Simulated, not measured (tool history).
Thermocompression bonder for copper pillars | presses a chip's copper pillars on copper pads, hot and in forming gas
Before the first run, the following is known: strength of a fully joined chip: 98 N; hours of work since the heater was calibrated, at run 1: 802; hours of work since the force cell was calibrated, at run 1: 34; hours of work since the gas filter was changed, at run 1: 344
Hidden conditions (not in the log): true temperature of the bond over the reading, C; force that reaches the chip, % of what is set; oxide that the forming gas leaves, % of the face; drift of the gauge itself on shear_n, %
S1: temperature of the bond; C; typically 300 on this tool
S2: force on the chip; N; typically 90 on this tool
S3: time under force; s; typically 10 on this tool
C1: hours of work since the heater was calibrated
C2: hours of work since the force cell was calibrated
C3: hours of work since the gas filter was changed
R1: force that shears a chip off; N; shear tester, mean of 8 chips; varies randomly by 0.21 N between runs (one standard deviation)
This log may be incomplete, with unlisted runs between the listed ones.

{"run": 1, "hour": 0.0, "S1": 300, "S2": 90, "S3": 10, "C1": 802, "C2": 34, "C3": 344, "R1": 36.9}
{"run": 2, "hour": 18.0, "S1": 300, "S2": 94, "S3": 10, "C1": 811, "C2": 44, "C3": 354, "R1": 37.5}
{"run": 3, "hour": 30.4, "S1": 300, "S2": 94, "S3": 10, "C1": 818, "C2": 50, "C3": 360, "R1": 37.7}
{"run": 4, "hour": 41.5, "S1": 300, "S2": 94, "S3": 10, "C1": 824, "C2": 56, "C3": 366, "R1": 37.5}
{"hour": 47.4, "done": "heater calibrated with a thermocouple chip"}
{"run": 5, "hour": 58.5, "S1": 300, "S2": 94, "S3": 10, "C1": 6, "C2": 65, "C3": 374, "R1": 37.7}
{"run": 6, "hour": 66.9, "S1": 300, "S2": 88, "S3": 10, "C1": 10, "C2": 69, "C3": 379, "R1": 36.2}
{"run": 7, "hour": 82.9, "S1": 300, "S2": 81, "S3": 10, "C1": 19, "C2": 78, "C3": 387, "R1": 34.6}
{"run": 8, "hour": 91.9, "S1": 284, "S2": 97, "S3": 12, "C1": 24, "C2": 82, "C3": 392, "R1": 35.1}
{"run": 9, "hour": 100.7, "S1": 284, "S2": 97, "S3": 12, "C1": 29, "C2": 87, "C3": 397, "R1": 34.7}
{"run": 10, "hour": 108.9, "S1": 284, "S2": 97, "S3": 12, "C1": 33, "C2": 92, "C3": 401, "R1": 34.7}
{"run": 11, "hour": 118.5, "S1": 300, "S2": 63, "S3": 10, "C1": 38, "C2": 97, "C3": 406, "R1": 29.3}
{"run": 12, "hour": 127.7, "S1": 327, "S2": 61, "S3": 7, "C1": 43, "C2": 102, "C3": 411, "R1": 32.2}
{"hour": 142.6, "done": "forming gas filter changed"}
{"run": 13, "hour": 147.7, "S1": 293, "S2": 132, "S3": 11, "C1": 54, "C2": 112, "C3": 3, "R1": 44.1}

Entry by entry between the runs, the difference in hidden state between the last listed run before and the first listed run after:
Logged between run 4 and run 5: heater calibrated with a thermocouple chip (hour 47.4)
  true temperature of the bond over the reading, C: 0.4 -> 0; oxide that the forming gas leaves, % of the face: 0.71 -> 0.72; drift of the gauge itself on shear_n, %: -0.23 -> -0.31
  measured minus no-state result, R1: +0 -> -0.2 N
Logged between run 12 and run 13: forming gas filter changed (hour 142.6)
  oxide that the forming gas leaves, % of the face: 0.74 -> 0.51; drift of the gauge itself on shear_n, %: -0.7 -> -0.8
  measured minus no-state result, R1: -0.3 -> -0.4 N
